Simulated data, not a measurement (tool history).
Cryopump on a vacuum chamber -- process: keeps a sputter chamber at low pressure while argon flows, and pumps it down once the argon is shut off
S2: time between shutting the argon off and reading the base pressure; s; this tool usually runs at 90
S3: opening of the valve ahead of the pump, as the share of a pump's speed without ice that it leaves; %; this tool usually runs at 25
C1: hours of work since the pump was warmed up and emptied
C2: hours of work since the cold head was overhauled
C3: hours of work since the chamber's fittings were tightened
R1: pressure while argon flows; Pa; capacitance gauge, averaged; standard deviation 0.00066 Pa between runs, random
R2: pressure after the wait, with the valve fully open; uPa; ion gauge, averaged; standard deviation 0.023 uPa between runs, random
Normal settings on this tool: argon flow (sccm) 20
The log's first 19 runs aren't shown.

Run 20, hour 216.1: usual settings but argon flow (sccm) 37; C1 232; C2 232; C3 1473. Result: R1 0.2048 Pa, R2 1.69 uPa.
Run 21, hour 223.4: usual settings but argon flow (sccm) 37; C1 237; C2 237; C3 1478. Result: R1 0.2046 Pa, R2 1.71 uPa.
Run 22, hour 232.7: usual settings but argon flow (sccm) 15, S2 61 s, S3 27 %; C1 242; C2 242; C3 1483. Result: R1 0.0769 Pa, R2 2.03 uPa.
Run 23, hour 246.4: usual settings but argon flow (sccm) 15, S2 61 s, S3 27 %; C1 250; C2 250; C3 1491. Result: R1 0.0773 Pa, R2 2.02 uPa.
Run 24, hour 255.4: usual settings but argon flow (sccm) 12, S2 62 s, S3 40 %; C1 255; C2 255; C3 1496. Result: R1 0.0423 Pa, R2 2.03 uPa.
Run 25, hour 269.5: usual settings but argon flow (sccm) 12, S2 62 s, S3 40 %; C1 264; C2 264; C3 1505. Result: R1 0.0423 Pa, R2 1.98 uPa.
Run 26, hour 283.3: usual settings but S2 24 s, S3 53 %; C1 272; C2 272; C3 1513. Result: R1 0.0538 Pa, R2 3.2 uPa.
Run 27, hour 295.3: usual settings but argon flow (sccm) 9, S2 259 s, S3 43 %; C1 279; C2 279; C3 1520. Result: R1 0.0299 Pa, R2 1.45 uPa.
Run 28, hour 310.7: usual settings but argon flow (sccm) 9, S2 259 s, S3 43 %; C1 288; C2 288; C3 1529. Result: R1 0.0301 Pa, R2 1.42 uPa.
Run 29, hour 321.6: usual settings but argon flow (sccm) 16, S2 234 s, S3 43 %; C1 294; C2 294; C3 1535. Result: R1 0.053 Pa, R2 1.48 uPa.
Run 30, hour 337.1: usual settings but argon flow (sccm) 16, S2 234 s, S3 43 %; C1 303; C2 303; C3 1544. Result: R1 0.0543 Pa, R2 1.49 uPa.
Run 31, hour 350.7: usual settings but argon flow (sccm) 8, S2 234 s, S3 24 %; C1 311; C2 311; C3 1552. Result: R1 0.0467 Pa, R2 1.5 uPa.
Run 32, hour 363.8: usual settings but argon flow (sccm) 8, S2 234 s, S3 24 %; C1 319; C2 319; C3 1560. Result: R1 0.047 Pa, R2 1.49 uPa.
Run 33, hour 379.4: usual settings but argon flow (sccm) 8, S2 234 s, S3 24 %; C1 328; C2 328; C3 1569. Result: R1 0.0464 Pa, R2 1.47 uPa.
Run 34, hour 393.6: usual settings but argon flow (sccm) 8, S2 234 s, S3 24 %; C1 336; C2 336; C3 1577. Result: R1 0.0462 Pa, R2 1.52 uPa.

Forecast each of these 4 alternatives for the next run:
Run A, hour 406.3: usual settings but argon flow (sccm) 37, S2 293 s, S3 27 %; C1 343; C2 343; C3 1585. Result: R1 ?, R2 ?.
Run B, hour 406.3: usual settings but argon flow (sccm) 26, S2 167 s, S3 17 %; C1 343; C2 343; C3 1585. Result: R1 ?, R2 ?.
Run C, hour 406.3: usual settings but argon flow (sccm) 9, S2 156 s, S3 24 %; C1 343; C2 343; C3 1585. Result: R1 ?, R2 ?.
Run D, hour 406.3: usual settings but argon flow (sccm) 13, S2 76 s, S3 20 %; C1 343; C2 343; C3 1585. Result: R1 ?, R2 ?.

run      R1    R2
  A  0.1938   1.5
  B   0.212  1.61
  C  0.0521  1.62
  D  0.0905  2.03
Without the tool's unlogged condition, the same runs would have read:
run      R1    R2
  A  0.1862  0.43
  B  0.2066   0.5
  C  0.0503  0.52
  D  0.0878  0.94
